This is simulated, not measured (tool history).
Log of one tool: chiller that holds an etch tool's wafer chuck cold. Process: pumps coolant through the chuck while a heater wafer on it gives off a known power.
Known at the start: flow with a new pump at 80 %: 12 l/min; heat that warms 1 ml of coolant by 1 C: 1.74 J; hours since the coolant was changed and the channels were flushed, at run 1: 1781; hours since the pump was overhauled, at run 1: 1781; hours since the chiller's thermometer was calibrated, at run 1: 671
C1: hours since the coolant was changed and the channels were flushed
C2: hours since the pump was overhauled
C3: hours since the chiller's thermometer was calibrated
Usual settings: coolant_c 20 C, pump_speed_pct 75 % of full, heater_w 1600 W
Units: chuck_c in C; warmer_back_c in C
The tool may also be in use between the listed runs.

Run 1, day 0.000: usual settings; C1 1781; C2 1781; C3 671. Result: chuck_c 31.5 C, warmer_back_c 5.00 C.
Run 2, day 1.296: usual settings; C1 1812; C2 1812; C3 702. Result: chuck_c 31.5 C, warmer_back_c 5.01 C.
Run 3, day 2.408: usual settings; C1 1839; C2 1839; C3 729. Result: chuck_c 31.2 C, warmer_back_c 4.99 C.
Run 4, day 4.346: usual settings; C1 1885; C2 1885; C3 775. Result: chuck_c 31.4 C, warmer_back_c 4.98 C.
Run 5, day 5.712: usual settings; C1 1918; C2 1918; C3 808. Result: chuck_c 31.4 C, warmer_back_c 4.98 C.
Run 6, day 6.983: usual settings; C1 1949; C2 1949; C3 838. Result: chuck_c 31.4 C, warmer_back_c 4.99 C.
Run 7, day 8.738: usual settings; C1 1991; C2 1991; C3 881. Result: chuck_c 31.5 C, warmer_back_c 4.98 C.
Run 8, day 9.858: usual settings but pump_speed_pct 74 % of full; C1 2018; C2 2018; C3 907. Result: chuck_c 31.6 C, warmer_back_c 5.02 C.
Run 9, day 12.154: usual settings but heater_w 1913 W; C1 2073; C2 2073; C3 962. Result: chuck_c 33.7 C, warmer_back_c 5.95 C.
Run 10, day 13.792: usual settings but heater_w 1913 W; C1 2112; C2 2112; C3 1002. Result: chuck_c 33.7 C, warmer_back_c 5.99 C.
Run 11, day 16.046: usual settings; C1 2166; C2 2166; C3 1056. Result: chuck_c 31.7 C, warmer_back_c 5.01 C.
Run 12, day 17.317: usual settings; C1 2197; C2 2197; C3 1086. Result: chuck_c 31.5 C, warmer_back_c 4.97 C.
Run 13, day 18.792: usual settings; C1 2232; C2 2232; C3 1122. Result: chuck_c 31.7 C, warmer_back_c 5.00 C.
Run 14, day 20.729: usual settings but heater_w 1376 W; C1 2279; C2 2279; C3 1168. Result: chuck_c 29.8 C, warmer_back_c 4.29 C.
Run 15, day 21.846: usual settings but heater_w 1376 W; C1 2305; C2 2305; C3 1195. Result: chuck_c 29.9 C, warmer_back_c 4.31 C.
Run 16, day 23.983: usual settings; C1 2357; C2 2357; C3 1246. Result: chuck_c 31.5 C, warmer_back_c 4.97 C.
Run 17, day 26.317: usual settings but coolant_c 27 C, pump_speed_pct 62 % of full, heater_w 1267 W; C1 2413; C2 2413; C3 1302. Result: chuck_c 37.6 C, warmer_back_c 4.85 C.
Run 18, day 28.158: usual settings but coolant_c 27 C, pump_speed_pct 62 % of full, heater_w 1267 W; C1 2457; C2 2457; C3 1347. Result: chuck_c 37.6 C, warmer_back_c 4.86 C.
Run 19, day 30.117: usual settings but coolant_c 11 C, pump_speed_pct 87 % of full, heater_w 2275 W; C1 2504; C2 2504; C3 1394. Result: chuck_c 25.7 C, warmer_back_c 6.05 C.
Run 20, day 31.467: usual settings but coolant_c 17 C; C1 2536; C2 2536; C3 1426. Result: chuck_c 28.5 C, warmer_back_c 4.98 C.
Run 21, day 33.392: usual settings but coolant_c 17 C; C1 2583; C2 2583; C3 1472. Result: chuck_c 28.5 C, warmer_back_c 5.06 C.
Run 22, day 34.462: usual settings but coolant_c 17 C; C1 2608; C2 2608; C3 1498. Result: chuck_c 28.5 C, warmer_back_c 5.02 C.
Run 23, day 36.175: usual settings but coolant_c 17 C, pump_speed_pct 78 % of full, heater_w 1001 W; C1 2649; C2 2649; C3 1539. Result: chuck_c 24.1 C, warmer_back_c 3.04 C.
Run 24, day 38.612: usual settings but coolant_c 17 C, pump_speed_pct 66 % of full; C1 2708; C2 2708; C3 1598. Result: chuck_c 29.8 C, warmer_back_c 5.71 C.
Run 25, day 41.042: usual settings but coolant_c 17 C, pump_speed_pct 66 % of full; C1 2766; C2 2766; C3 1656. Result: chuck_c 29.9 C, warmer_back_c 5.76 C.
Run 26, day 42.625: usual settings but coolant_c 17 C, pump_speed_pct 66 % of full; C1 2804; C2 2804; C3 1694. Result: chuck_c 29.8 C, warmer_back_c 5.77 C.
Run 27, day 44.050: usual settings but coolant_c 11 C, pump_speed_pct 66 % of full, heater_w 804 W; C1 2838; C2 2838; C3 1728. Result: chuck_c 17.4 C, warmer_back_c 2.87 C.
Run 28, day 45.654: usual settings but coolant_c 18 C, pump_speed_pct 93 % of full, heater_w 1748 W; C1 2877; C2 2877; C3 1767. Result: chuck_c 28.8 C, warmer_back_c 4.39 C.
Run 29, day 47.375: usual settings but coolant_c 12 C, pump_speed_pct 79 % of full, heater_w 1272 W; C1 2918; C2 2918; C3 1808. Result: chuck_c 20.8 C, warmer_back_c 3.77 C.
Run 30, day 48.550: usual settings but coolant_c 12 C, pump_speed_pct 79 % of full, heater_w 1272 W; C1 2946; C2 2946; C3 1836. Result: chuck_c 20.7 C, warmer_back_c 3.84 C.
Run 31, day 50.062: usual settings but coolant_c 13 C, pump_speed_pct 78 % of full, heater_w 1830 W; C1 2983; C2 2983; C3 1872. Result: chuck_c 25.9 C, warmer_back_c 5.52 C.
Run 32, day 52.379: usual settings but heater_w 2132 W; C1 3038; C2 3038; C3 1928. Result: chuck_c 35.5 C, warmer_back_c 6.65 C.

Forecast each of these 4 alternatives for the next run:
Run A, day 53.642: usual settings but coolant_c 28 C, heater_w 1095 W; C1 3069; C2 3069; C3 1958. Result: chuck_c ?, warmer_back_c ?.
Run B, day 53.642: usual settings but pump_speed_pct 74 % of full; C1 3069; C2 3069; C3 1958. Result: chuck_c ?, warmer_back_c ?.
Run C, day 53.642: usual settings but coolant_c 24 C, pump_speed_pct 90 % of full, heater_w 1885 W; C1 3069; C2 3069; C3 1958. Result: chuck_c ?, warmer_back_c ?.
Run D, day 53.642: usual settings but pump_speed_pct 73 % of full; C1 3069; C2 3069; C3 1958. Result: chuck_c ?, warmer_back_c ?.

run  chuck_c  warmer_back_c
  A     35.8           3.45
  B     31.6           5.12
  C     35.8           4.87
  D     31.9           5.11
Without the tool's hidden state the same runs would have given:
run  chuck_c  warmer_back_c
  A     35.5           3.39
  B     31.1           5.03
  C     35.3           4.78
  D     31.4           5.02
